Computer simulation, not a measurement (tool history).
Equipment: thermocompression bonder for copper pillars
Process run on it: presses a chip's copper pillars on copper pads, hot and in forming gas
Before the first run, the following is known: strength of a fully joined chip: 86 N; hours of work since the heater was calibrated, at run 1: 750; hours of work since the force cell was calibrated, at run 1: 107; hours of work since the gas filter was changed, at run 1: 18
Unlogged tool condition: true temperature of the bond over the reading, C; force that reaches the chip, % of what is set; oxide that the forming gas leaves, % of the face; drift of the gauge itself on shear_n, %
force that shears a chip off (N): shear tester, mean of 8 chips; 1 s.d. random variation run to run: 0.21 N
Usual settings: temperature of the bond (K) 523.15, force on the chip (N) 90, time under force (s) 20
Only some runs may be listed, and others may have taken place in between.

run	hour	temperature of the bond (K)	force on the chip (N)	time under force (s)	hours of work since the heater was calibrated	hours of work since the force cell was calibrated	hours of work since the gas filter was changed	force that shears a chip off (N)
1	0.0	523.15	90	20	750	107	18	30.9
2	4.6	523.15	90	20	753	109	21	30.8
3	13.6	523.15	90	20	758	114	26	30.8
4	18.2	523.15	64	20	760	116	28	25.0
5	24.2	523.15	64	20	763	120	31	25.3
6	30.7	523.15	64	20	767	123	35	25.1
7	39.3	523.15	90	46	772	128	39	42.4
8	48.7	523.15	90	20	777	133	45	30.5
9	58.1	523.15	90	20	782	138	50	30.8
10	66.4	525.15	90	20	786	143	54	31.1
11	74.8	518.15	90	20	791	147	59	28.9
12	83.2	518.15	90	20	795	152	63	28.8
13	87.5	523.15	90	12	798	154	66	25.1
14	92.8	523.15	90	12	801	157	68	24.8
15	100.5	523.15	90	12	805	161	73	24.8
16	107.3	523.15	90	12	808	165	76	24.9
17	113.0	523.15	90	12	811	168	79	25.1
18	120.7	494.15	134	17	816	172	83	25.2
19	129.2	494.15	134	17	820	176	88	25.1
20	134.4	523.15	134	36	823	179	91	46.8

Predict the results of run 21:
21	140.6	512.15	67	13	826	183	94	?

Run 21 produced force that shears a chip off (N) 18.5.
Had the tool carried no hidden state, the very same run would have given force that shears a chip off (N) 18.5.

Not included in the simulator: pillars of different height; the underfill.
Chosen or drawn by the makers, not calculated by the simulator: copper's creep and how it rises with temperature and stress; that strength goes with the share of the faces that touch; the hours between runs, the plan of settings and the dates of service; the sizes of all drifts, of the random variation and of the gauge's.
